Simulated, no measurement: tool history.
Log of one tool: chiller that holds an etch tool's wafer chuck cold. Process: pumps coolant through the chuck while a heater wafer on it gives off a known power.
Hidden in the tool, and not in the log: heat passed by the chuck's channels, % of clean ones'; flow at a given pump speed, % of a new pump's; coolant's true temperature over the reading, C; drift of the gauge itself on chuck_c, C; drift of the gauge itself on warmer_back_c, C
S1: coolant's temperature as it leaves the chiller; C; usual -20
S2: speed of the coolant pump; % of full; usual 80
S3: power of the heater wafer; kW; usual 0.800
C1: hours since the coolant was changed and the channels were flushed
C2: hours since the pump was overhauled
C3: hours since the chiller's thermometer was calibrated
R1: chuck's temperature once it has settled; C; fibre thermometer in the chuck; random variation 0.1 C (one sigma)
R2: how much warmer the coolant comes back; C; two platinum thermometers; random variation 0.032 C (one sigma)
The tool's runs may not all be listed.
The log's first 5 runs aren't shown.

run,hour,S1,S2,S3,C1,C2,C3,R1,R2
6,471.7,-20,80,0.800,2647,2647,4128,-11.3,3.85
7,563.3,-20,80,0.800,2738,2738,4220,-11.2,3.95
8,666.5,-20,68,0.800,2842,2842,4323,-9.7,4.65
9,771.1,-20,68,0.800,2946,2946,4427,-9.6,4.61
10,822.1,-20,68,0.800,2997,2997,4478,-9.6,4.68
11,916.6,-20,80,0.800,3092,3092,4573,-10.9,3.99
12,1006.5,-20,80,0.800,3182,3182,4663,-10.9,3.96
13,1097.9,-20,69,0.800,3273,3273,4754,-9.4,4.63
14,1167.2,-20,69,0.800,3342,3342,4823,-9.4,4.66
15,1250.9,-20,69,0.800,3426,3426,4907,-9.6,4.65
16,1306.5,-20,80,1.118,3481,3481,4963,-7.1,5.58
17,1402.3,-17,80,0.446,3577,3577,5059,-11.6,2.27
18,1480.2,-17,80,0.792,3655,3655,5136,-7.7,3.96
19,1584.3,-17,97,0.854,3759,3759,5241,-8.7,3.52
20,1702.8,-28,94,0.816,3878,3878,5359,-19.6,3.48
21,1766.5,-20,60,0.800,3942,3942,5423,-7.6,5.45
22,1819.8,-29,60,0.404,3995,3995,5476,-22.6,2.82
23,1884.0,-19,80,0.800,4059,4059,5540,-9.7,4.07
# hour 1909.2: chiller's thermometer calibrated
24,1998.4,-14,80,1.062,4172,4172,89,-1.9,5.40
25,2064.7,-14,80,0.582,4239,4239,155,-7.2,3.02
26,2161.5,-14,80,0.582,4336,4336,252,-7.3,3.01
27,2236.7,-14,71,0.582,4411,4411,327,-6.5,3.38
28,2304.3,-14,71,0.582,4478,4478,395,-6.4,3.39
29,2369.2,-14,71,0.582,4543,4543,460,-6.4,3.34
30,2441.4,-14,71,0.582,4615,4615,532,-6.5,3.41

Run 31 comes next. What will it give?
31,2520.4,-20,77,0.706,4694,4694,611,?,?

{"run 31": {"R1": -11.5, "R2": 3.75}}
Without the tool's hidden state the same run would have given R1 -13.4 C, R2 3.26 C.
